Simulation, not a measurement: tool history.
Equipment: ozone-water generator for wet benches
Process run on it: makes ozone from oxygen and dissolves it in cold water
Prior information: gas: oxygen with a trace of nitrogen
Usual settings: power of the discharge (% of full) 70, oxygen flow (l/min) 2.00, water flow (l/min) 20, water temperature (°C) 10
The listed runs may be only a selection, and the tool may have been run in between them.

run,day,power of the discharge (% of full),oxygen flow (l/min),water flow (l/min),water temperature (°C),dissolved ozone (ppm),ozone in the gas ahead of the water (g/m3)
1,0.000,70,2.00,20,10,8.2,156.3
2,1.350,70,2.00,20,10,8.0,155.6
3,3.238,70,2.00,20,9,8.3,157.2
4,5.158,70,2.00,20,9,8.0,156.7
5,6.938,70,2.00,20,10,8.1,157.2
6,8.421,70,2.00,20,10,8.3,156.8
7,10.412,70,2.58,20,10,8.5,136.1
8,11.950,70,2.58,20,10,8.7,135.7
9,13.000,70,2.58,20,10,8.6,138.2
10,14.262,53,3.26,25,7,6.0,99.7
11,16.479,70,2.00,20,11,8.1,158.1

Run 12, settings as shown, results not yet in. Your forecast:
12,18.029,46,1.15,15,7,?,?

dissolved ozone (ppm): 7.4
ozone in the gas ahead of the water (g/m3): 164.4
With the hidden condition absent and the run-to-run variation left alone, this run would have shown dissolved ozone (ppm) 7.4, ozone in the gas ahead of the water (g/m3) 162.9.
